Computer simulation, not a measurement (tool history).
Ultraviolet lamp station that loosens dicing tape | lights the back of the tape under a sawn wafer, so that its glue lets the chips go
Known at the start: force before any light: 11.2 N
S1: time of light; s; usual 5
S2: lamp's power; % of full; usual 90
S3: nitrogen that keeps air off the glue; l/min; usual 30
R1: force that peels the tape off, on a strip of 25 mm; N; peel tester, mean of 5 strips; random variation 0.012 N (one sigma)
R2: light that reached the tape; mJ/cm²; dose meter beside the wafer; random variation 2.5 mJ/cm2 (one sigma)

| run | day | S1 | S2 | S3 | R1 | R2 |
|---|---|---|---|---|---|---|
| 1 | 0.000 | 5 | 90 | 30 | 1.377 | 182 |
| 2 | 1.271 | 5 | 90 | 30 | 1.492 | 176 |
| 3 | 2.200 | 5 | 90 | 30 | 1.491 | 178 |
| 4 | 4.012 | 5 | 90 | 30 | 1.546 | 177 |
| 5 | 4.867 | 5 | 90 | 28 | 1.630 | 168 |
| 6 | 6.500 | 3 | 90 | 28 | 3.527 | 101 |
| 7 | 7.483 | 5 | 90 | 30 | 1.619 | 167 |
| 8 | 9.446 | 5 | 90 | 30 | 1.776 | 162 |
| 9 | 11.283 | 5 | 90 | 58 | 1.437 | 155 |
| 10 | 13.154 | 8 | 90 | 30 | 0.758 | 244 |
| 11 | 14.083 | 8 | 90 | 30 | 0.754 | 242 |
|  | 14.317 | window cleaned of glue's vapour |
|  | 14.888 | lamp changed |
| 12 | 15.675 | 8 | 90 | 30 | 0.321 | 385 |
| 13 | 16.979 | 3 | 90 | 30 | 2.093 | 143 |
| 14 | 17.833 | 3 | 90 | 30 | 2.176 | 139 |
| 15 | 19.438 | 5 | 90 | 30 | 0.857 | 230 |
|  | 20.492 | window cleaned of glue's vapour, once more |
| 16 | 20.496 | 5 | 90 | 30 | 0.567 | 281 |
| 17 | 22.200 | 10 | 90 | 30 | 0.230 | 547 |
| 18 | 23.054 | 10 | 90 | 15 | 0.252 | 536 |
| 19 | 24.012 | 10 | 90 | 15 | 0.256 | 540 |
| 20 | 25.342 | 10 | 90 | 15 | 0.272 | 537 |
| 21 | 26.379 | 10 | 90 | 15 | 0.267 | 528 |
| 22 | 28.033 | 5 | 91 | 36 | 0.629 | 262 |
| 23 | 29.708 | 2 | 82 | 22 | 4.165 | 93 |
| 24 | 30.629 | 2 | 82 | 22 | 4.053 | 90 |
| 25 | 32.408 | 5 | 69 | 12 | 1.894 | 189 |
| 26 | 34.100 | 6 | 95 | 41 | 0.403 | 308 |
| 27 | 35.388 | 5 | 62 | 10 | 2.641 | 169 |
| 28 | 37.221 | 5 | 90 | 26 | 0.913 | 237 |
| 29 | 38.392 | 4 | 90 | 28 | 1.353 | 187 |
| 30 | 40.192 | 4 | 90 | 28 | 1.445 | 184 |
| 31 | 41.375 | 4 | 90 | 28 | 1.452 | 183 |
|  | 42.062 | window cleaned of glue's vapour |
| 32 | 43.242 | 3 | 84 | 38 | 2.076 | 141 |
| 33 | 44.962 | 5 | 83 | 30 | 0.939 | 224 |
| 34 | 45.808 | 5 | 83 | 30 | 0.950 | 219 |
| 35 | 47.104 | 5 | 83 | 30 | 0.976 | 218 |
| 36 | 48.721 | 5 | 91 | 25 | 0.937 | 233 |
| 37 | 50.667 | 5 | 91 | 25 | 0.967 | 233 |
| 38 | 51.996 | 6 | 86 | 25 | 0.747 | 260 |
| 39 | 53.700 | 9 | 86 | 25 | 0.355 | 382 |
| 40 | 54.829 | 2 | 90 | 30 | 3.960 | 86 |
| 41 | 56.658 | 2 | 90 | 30 | 4.000 | 86 |
| 42 | 58.358 | 2 | 90 | 30 | 4.113 | 84 |

Forecast each of these 4 alternatives for the next run:
| A | 59.792 | 5 | 73 | 15 | ? | ? |
| B | 59.792 | 9 | 63 | 29 | ? | ? |
| C | 59.792 | 10 | 94 | 36 | ? | ? |
| D | 59.792 | 5 | 90 | 13 | ? | ? |

| run | R1 | R2 |
|---|---|---|
| A | 2.171 | 167 |
| B | 0.699 | 261 |
| C | 0.242 | 433 |
| D | 1.655 | 206 |
Without the tool's hidden state the same runs would have given:
| run | R1 | R2 |
|---|---|---|
| A | 1.227 | 230 |
| B | 0.362 | 360 |
| C | 0.203 | 597 |
| D | 0.880 | 285 |
